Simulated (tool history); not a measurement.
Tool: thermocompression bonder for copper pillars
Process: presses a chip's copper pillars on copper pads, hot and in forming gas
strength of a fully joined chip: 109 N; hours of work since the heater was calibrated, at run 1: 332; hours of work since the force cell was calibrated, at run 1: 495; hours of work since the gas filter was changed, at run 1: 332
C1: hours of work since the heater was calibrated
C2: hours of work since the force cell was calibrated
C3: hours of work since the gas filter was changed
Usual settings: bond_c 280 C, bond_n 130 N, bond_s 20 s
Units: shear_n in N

run 1 day=0.000 | bond_c=280 bond_n=130 bond_s=20 | C1=332 C2=495 C3=332 | shear_n=50.1
run 2 day=2.592 | bond_c=280 bond_n=130 bond_s=20 | C1=364 C2=527 C3=364 | shear_n=50.2
-- day=4.358 forming gas filter changed
run 3 day=4.858 | bond_c=280 bond_n=130 bond_s=20 | C1=393 C2=556 C3=6 | shear_n=54.0
run 4 day=7.183 | bond_c=280 bond_n=155 bond_s=20 | C1=422 C2=585 C3=36 | shear_n=63.7
run 5 day=9.142 | bond_c=280 bond_n=100 bond_s=20 | C1=446 C2=610 C3=60 | shear_n=41.9
run 6 day=11.696 | bond_c=280 bond_n=100 bond_s=20 | C1=479 C2=642 C3=92 | shear_n=41.6
run 7 day=14.975 | bond_c=280 bond_n=130 bond_s=16 | C1=520 C2=683 C3=134 | shear_n=49.8
run 8 day=18.083 | bond_c=280 bond_n=130 bond_s=16 | C1=559 C2=722 C3=173 | shear_n=49.3
run 9 day=21.275 | bond_c=280 bond_n=130 bond_s=16 | C1=599 C2=762 C3=213 | shear_n=49.8
run 10 day=23.096 | bond_c=280 bond_n=130 bond_s=16 | C1=622 C2=785 C3=236 | shear_n=49.1
-- day=23.479 heater calibrated with a thermocouple chip
run 11 day=24.979 | bond_c=280 bond_n=130 bond_s=16 | C1=19 C2=808 C3=258 | shear_n=41.9
run 12 day=27.496 | bond_c=280 bond_n=130 bond_s=20 | C1=51 C2=839 C3=290 | shear_n=45.2
run 13 day=29.800 | bond_c=280 bond_n=130 bond_s=20 | C1=80 C2=868 C3=319 | shear_n=45.3
run 14 day=32.358 | bond_c=280 bond_n=130 bond_s=20 | C1=112 C2=900 C3=351 | shear_n=45.3
run 15 day=34.346 | bond_c=268 bond_n=130 bond_s=20 | C1=137 C2=925 C3=376 | shear_n=37.4
-- day=35.354 forming gas filter changed
run 16 day=37.329 | bond_c=304 bond_n=130 bond_s=20 | C1=174 C2=963 C3=25 | shear_n=67.0
run 17 day=40.017 | bond_c=304 bond_n=130 bond_s=20 | C1=208 C2=997 C3=59 | shear_n=66.3
run 18 day=41.575 | bond_c=304 bond_n=130 bond_s=20 | C1=227 C2=1016 C3=78 | shear_n=66.5
run 19 day=43.912 | bond_c=253 bond_n=88 bond_s=20 | C1=257 C2=1046 C3=108 | shear_n=20.5
run 20 day=47.058 | bond_c=269 bond_n=88 bond_s=52 | C1=296 C2=1085 C3=147 | shear_n=40.6
run 21 day=49.517 | bond_c=278 bond_n=180 bond_s=15 | C1=327 C2=1116 C3=178 | shear_n=58.5
run 22 day=51.942 | bond_c=278 bond_n=180 bond_s=15 | C1=358 C2=1147 C3=209 | shear_n=58.3
run 23 day=54.675 | bond_c=275 bond_n=130 bond_s=20 | C1=392 C2=1181 C3=243 | shear_n=46.1
-- day=55.846 force cell calibrated
run 24 day=56.392 | bond_c=275 bond_n=130 bond_s=20 | C1=413 C2=7 C3=264 | shear_n=49.4
run 25 day=59.133 | bond_c=303 bond_n=94 bond_s=18 | C1=447 C2=41 C3=298 | shear_n=50.1
run 26 day=61.154 | bond_c=272 bond_n=130 bond_s=20 | C1=473 C2=67 C3=324 | shear_n=47.2
run 27 day=64.671 | bond_c=280 bond_n=167 bond_s=49 | C1=517 C2=111 C3=368 | shear_n=80.4
-- day=66.096 forming gas filter changed
run 28 day=67.754 | bond_c=274 bond_n=167 bond_s=49 | C1=556 C2=150 C3=21 | shear_n=84.1
run 29 day=70.608 | bond_c=273 bond_n=94 bond_s=48 | C1=592 C2=185 C3=57 | shear_n=52.0
run 30 day=72.883 | bond_c=273 bond_n=175 bond_s=48 | C1=620 C2=214 C3=85 | shear_n=84.7
-- day=73.208 heater calibrated with a thermocouple chip
run 31 day=76.025 | bond_c=273 bond_n=175 bond_s=48 | C1=35 C2=253 C3=124 | shear_n=75.7
run 32 day=79.338 | bond_c=273 bond_n=175 bond_s=48 | C1=77 C2=294 C3=166 | shear_n=75.1
run 33 day=81.012 | bond_c=255 bond_n=147 bond_s=59 | C1=98 C2=315 C3=187 | shear_n=55.4
run 34 day=83.554 | bond_c=280 bond_n=130 bond_s=25 | C1=130 C2=347 C3=219 | shear_n=52.6
run 35 day=86.333 | bond_c=280 bond_n=138 bond_s=10 | C1=165 C2=382 C3=253 | shear_n=39.9

The same runs without the tool's hidden state, with the same run-to-run variation:
The hidden state here: true temperature of the bond over the reading, C; force that reaches the chip, % of what is set; oxide that the forming gas leaves, % of the face; drift of the gauge itself on shear_n, %.
run=1 shear_n=50.7
run=2 shear_n=50.8
run=3 shear_n=50.2
run=4 shear_n=59.8
run=5 shear_n=38.6
run=6 shear_n=38.4
run=7 shear_n=46.3
run=8 shear_n=46.0
run=9 shear_n=46.5
run=10 shear_n=45.9
run=11 shear_n=46.6
run=12 shear_n=50.3
run=13 shear_n=50.5
run=14 shear_n=50.5
run=15 shear_n=41.7
run=16 shear_n=68.3
run=17 shear_n=67.8
run=18 shear_n=68.0
run=19 shear_n=20.6
run=20 shear_n=41.1
run=21 shear_n=59.8
run=22 shear_n=59.6
run=23 shear_n=47.0
run=24 shear_n=46.7
run=25 shear_n=48.0
run=26 shear_n=44.5
run=27 shear_n=80.8
run=28 shear_n=76.8
run=29 shear_n=45.1
run=30 shear_n=78.1
run=31 shear_n=78.2
run=32 shear_n=77.8
run=33 shear_n=57.3
run=34 shear_n=54.6
run=35 shear_n=41.2

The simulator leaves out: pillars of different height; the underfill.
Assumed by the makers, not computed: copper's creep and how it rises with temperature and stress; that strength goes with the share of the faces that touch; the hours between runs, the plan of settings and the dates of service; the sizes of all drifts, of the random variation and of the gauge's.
